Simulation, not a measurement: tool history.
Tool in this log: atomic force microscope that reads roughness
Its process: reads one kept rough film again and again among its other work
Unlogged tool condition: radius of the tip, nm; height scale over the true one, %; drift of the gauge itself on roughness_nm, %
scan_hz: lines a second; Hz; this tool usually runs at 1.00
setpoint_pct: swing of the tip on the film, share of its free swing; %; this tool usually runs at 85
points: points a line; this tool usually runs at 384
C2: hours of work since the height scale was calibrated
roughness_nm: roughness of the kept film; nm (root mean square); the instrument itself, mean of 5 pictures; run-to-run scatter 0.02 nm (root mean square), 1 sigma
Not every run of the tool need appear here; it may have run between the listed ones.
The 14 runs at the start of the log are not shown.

{"run": 15, "hour": 747.1, "scan_hz": 1.0, "setpoint_pct": 89, "points": 384, "pictures with this tip": 107, "C2": 965, "roughness_nm": 4.917}
{"run": 16, "hour": 821.2, "scan_hz": 1.0, "setpoint_pct": 89, "points": 384, "pictures with this tip": 211, "C2": 1009, "roughness_nm": 4.906}
{"run": 17, "hour": 892.9, "scan_hz": 1.0, "setpoint_pct": 71, "points": 384, "pictures with this tip": 311, "C2": 1051, "roughness_nm": 5.111}
{"hour": 908.2, "done": "new tip fitted"}
{"hour": 965.7, "done": "height scale calibrated on a step standard"}
{"run": 18, "hour": 965.7, "scan_hz": 1.0, "setpoint_pct": 85, "points": 384, "pictures with this tip": 79, "C2": 0, "roughness_nm": 4.971}
{"run": 19, "hour": 1043.4, "scan_hz": 3.79, "setpoint_pct": 85, "points": 257, "pictures with this tip": 188, "C2": 46, "roughness_nm": 4.158}
{"run": 20, "hour": 1110.5, "scan_hz": 3.79, "setpoint_pct": 86, "points": 604, "pictures with this tip": 282, "C2": 85, "roughness_nm": 4.171}
{"hour": 1142.5, "done": "new tip fitted"}
{"run": 21, "hour": 1154.5, "scan_hz": 3.79, "setpoint_pct": 86, "points": 604, "pictures with this tip": 17, "C2": 111, "roughness_nm": 4.226}
{"run": 22, "hour": 1210.4, "scan_hz": 3.09, "setpoint_pct": 62, "points": 938, "pictures with this tip": 95, "C2": 144, "roughness_nm": 5.048}
{"run": 23, "hour": 1281.5, "scan_hz": 3.09, "setpoint_pct": 62, "points": 938, "pictures with this tip": 195, "C2": 186, "roughness_nm": 4.992}
{"run": 24, "hour": 1327.4, "scan_hz": 2.27, "setpoint_pct": 68, "points": 393, "pictures with this tip": 259, "C2": 213, "roughness_nm": 4.982}
{"hour": 1377.6, "done": "new tip fitted"}
{"run": 25, "hour": 1377.6, "scan_hz": 2.27, "setpoint_pct": 84, "points": 270, "pictures with this tip": 0, "C2": 243, "roughness_nm": 4.62}
{"run": 26, "hour": 1417.0, "scan_hz": 2.27, "setpoint_pct": 84, "points": 270, "pictures with this tip": 55, "C2": 266, "roughness_nm": 4.631}
{"run": 27, "hour": 1481.2, "scan_hz": 0.6, "setpoint_pct": 84, "points": 285, "pictures with this tip": 145, "C2": 304, "roughness_nm": 5.108}
{"run": 28, "hour": 1530.7, "scan_hz": 2.09, "setpoint_pct": 84, "points": 285, "pictures with this tip": 214, "C2": 333, "roughness_nm": 4.658}
{"hour": 1611.2, "done": "new tip fitted"}
{"run": 29, "hour": 1611.2, "scan_hz": 1.0, "setpoint_pct": 85, "points": 519, "pictures with this tip": 0, "C2": 380, "roughness_nm": 4.96}
{"run": 30, "hour": 1692.6, "scan_hz": 1.0, "setpoint_pct": 90, "points": 733, "pictures with this tip": 114, "C2": 428, "roughness_nm": 4.898}
{"run": 31, "hour": 1766.4, "scan_hz": 1.0, "setpoint_pct": 64, "points": 384, "pictures with this tip": 218, "C2": 472, "roughness_nm": 5.19}
{"hour": 1843.3, "done": "new tip fitted"}
{"run": 32, "hour": 1844.2, "scan_hz": 0.59, "setpoint_pct": 56, "points": 765, "pictures with this tip": 1, "C2": 517, "roughness_nm": 5.286}
{"run": 33, "hour": 1881.0, "scan_hz": 0.56, "setpoint_pct": 85, "points": 673, "pictures with this tip": 52, "C2": 539, "roughness_nm": 5.143}
{"run": 34, "hour": 1945.0, "scan_hz": 1.0, "setpoint_pct": 71, "points": 384, "pictures with this tip": 142, "C2": 577, "roughness_nm": 5.144}
{"run": 35, "hour": 2016.6, "scan_hz": 1.0, "setpoint_pct": 71, "points": 384, "pictures with this tip": 242, "C2": 619, "roughness_nm": 5.109}

Consider 3 possible next runs. They are alternatives, not a sequence: every one starts from the tool as it was left by run 35. What does each give?
{"run": "A", "hour": 2064.2, "scan_hz": 1.0, "setpoint_pct": 86, "points": 384, "pictures with this tip": 309, "C2": 647, "roughness_nm": "?"}
{"run": "B", "hour": 2064.2, "scan_hz": 0.81, "setpoint_pct": 61, "points": 497, "pictures with this tip": 309, "C2": 647, "roughness_nm": "?"}
{"run": "C", "hour": 2064.2, "scan_hz": 1.0, "setpoint_pct": 58, "points": 384, "pictures with this tip": 309, "C2": 647, "roughness_nm": "?"}

run=A roughness_nm=4.950
run=B roughness_nm=5.235
run=C roughness_nm=5.274
Stripped of hidden state, with their random variation kept, the same runs would have yielded:
run=A roughness_nm=4.956
run=B roughness_nm=5.242
run=C roughness_nm=5.281
